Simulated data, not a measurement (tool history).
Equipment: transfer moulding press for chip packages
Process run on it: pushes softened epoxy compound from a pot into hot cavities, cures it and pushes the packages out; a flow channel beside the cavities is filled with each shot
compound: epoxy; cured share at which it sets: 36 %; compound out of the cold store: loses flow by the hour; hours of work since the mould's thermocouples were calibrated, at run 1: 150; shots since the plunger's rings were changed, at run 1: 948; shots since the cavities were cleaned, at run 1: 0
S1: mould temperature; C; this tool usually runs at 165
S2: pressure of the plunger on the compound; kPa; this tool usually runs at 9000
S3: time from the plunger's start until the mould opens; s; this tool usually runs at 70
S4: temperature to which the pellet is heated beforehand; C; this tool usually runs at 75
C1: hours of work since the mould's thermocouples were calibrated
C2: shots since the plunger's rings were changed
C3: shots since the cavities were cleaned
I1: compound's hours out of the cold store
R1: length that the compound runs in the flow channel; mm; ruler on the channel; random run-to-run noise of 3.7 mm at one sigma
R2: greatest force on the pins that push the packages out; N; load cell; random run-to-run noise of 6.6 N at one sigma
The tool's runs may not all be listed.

run,hour,S1,S2,S3,S4,C1,C2,C3,I1,R1,R2
1,0.0,165,9000,70,75,150,948,0,42.3,895,259
2,33.4,165,9000,70,75,169,1431,483,11.5,994,293
# hour 52.6: cavities cleaned with cleaning compound and waxed
3,97.7,165,9000,70,75,205,2341,652,23.0,957,282
# hour 108.4: cavities cleaned with cleaning compound and waxed
4,145.6,165,9000,70,75,231,3013,538,30.5,927,281
# hour 160.8: cavities cleaned with cleaning compound and waxed
5,197.5,165,9000,70,75,260,3743,532,14.0,981,281
# hour 212.5: cavities cleaned with cleaning compound and waxed
# hour 245.5: plunger's sealing rings changed
6,248.6,165,9000,70,75,287,45,486,23.0,953,278
# hour 269.2: cavities cleaned with cleaning compound and waxed
7,285.3,165,9000,70,75,307,554,232,42.5,889,264
# hour 322.8: cavities cleaned with cleaning compound and waxed
8,335.7,165,9000,70,75,335,1263,187,42.8,893,258
# hour 376.6: cavities cleaned with cleaning compound and waxed
9,388.9,165,9000,70,75,365,2012,178,15.1,978,285
# hour 431.4: cavities cleaned with cleaning compound and waxed
10,441.1,165,9000,70,75,394,2747,140,16.1,981,279
# hour 486.7: cavities cleaned with cleaning compound and waxed
11,496.5,165,9000,80,75,424,3528,142,43.0,891,219
# hour 539.8: cavities cleaned with cleaning compound and waxed
12,539.8,165,9000,70,75,448,4132,0,44.2,893,260
# hour 562.3: plunger's sealing rings changed
13,577.2,165,10410,70,75,468,216,507,15.8,1053,274
# hour 596.1: cavities cleaned with cleaning compound and waxed
14,642.7,165,10410,70,75,505,1143,675,9.3,1075,287
# hour 647.3: cavities cleaned with cleaning compound and waxed
15,677.6,165,10120,79,75,524,1626,439,44.4,936,211
# hour 701.4: cavities cleaned with cleaning compound and waxed
16,719.2,169,8910,79,75,547,2207,258,13.3,966,191
# hour 754.6: cavities cleaned with cleaning compound and waxed
17,784.6,163,8710,71,74,583,3133,434,47.8,870,291
# hour 809.0: cavities cleaned with cleaning compound and waxed
18,817.1,163,8710,104,74,601,3581,117,17.0,964,193
# hour 861.1: cavities cleaned with cleaning compound and waxed
19,872.7,167,10520,82,67,632,4365,168,21.8,1031,204
# hour 880.5: plunger's sealing rings changed
20,909.6,166,7400,57,67,651,421,666,36.8,819,476
# hour 916.4: cavities cleaned with cleaning compound and waxed
21,945.0,169,6990,72,77,671,913,415,16.8,845,218
# hour 970.3: cavities cleaned with cleaning compound and waxed
22,998.4,169,6990,72,77,700,1665,408,13.9,852,203
# hour 1025.6: cavities cleaned with cleaning compound and waxed
23,1049.8,169,6990,72,77,729,2387,350,34.0,794,200
# hour 1079.9: cavities cleaned with cleaning compound and waxed
24,1102.3,165,9000,70,73,758,3126,324,14.7,980,281
# hour 1122.8: mould's thermocouples calibrated
# hour 1134.9: cavities cleaned with cleaning compound and waxed
25,1134.9,168,9580,70,75,6,3548,0,8.7,1026,233

Forecast each of these 5 alternatives for the next run:
A,1173.3,165,8950,60,75,28,4104,556,44.7,?,?
B,1173.3,165,9000,63,81,28,4104,556,22.1,?,?
C,1173.3,165,9000,92,75,28,4104,556,16.3,?,?
D,1173.3,165,8050,57,82,28,4104,556,34.3,?,?
E,1173.3,168,8350,70,84,28,4104,556,16.6,?,?

run,R1,R2
A,882,394
B,952,359
C,980,191
D,864,478
E,929,228
With no hidden state in the tool, these same runs would have given:
run,R1,R2
A,883,389
B,953,354
C,981,188
D,865,471
E,930,225
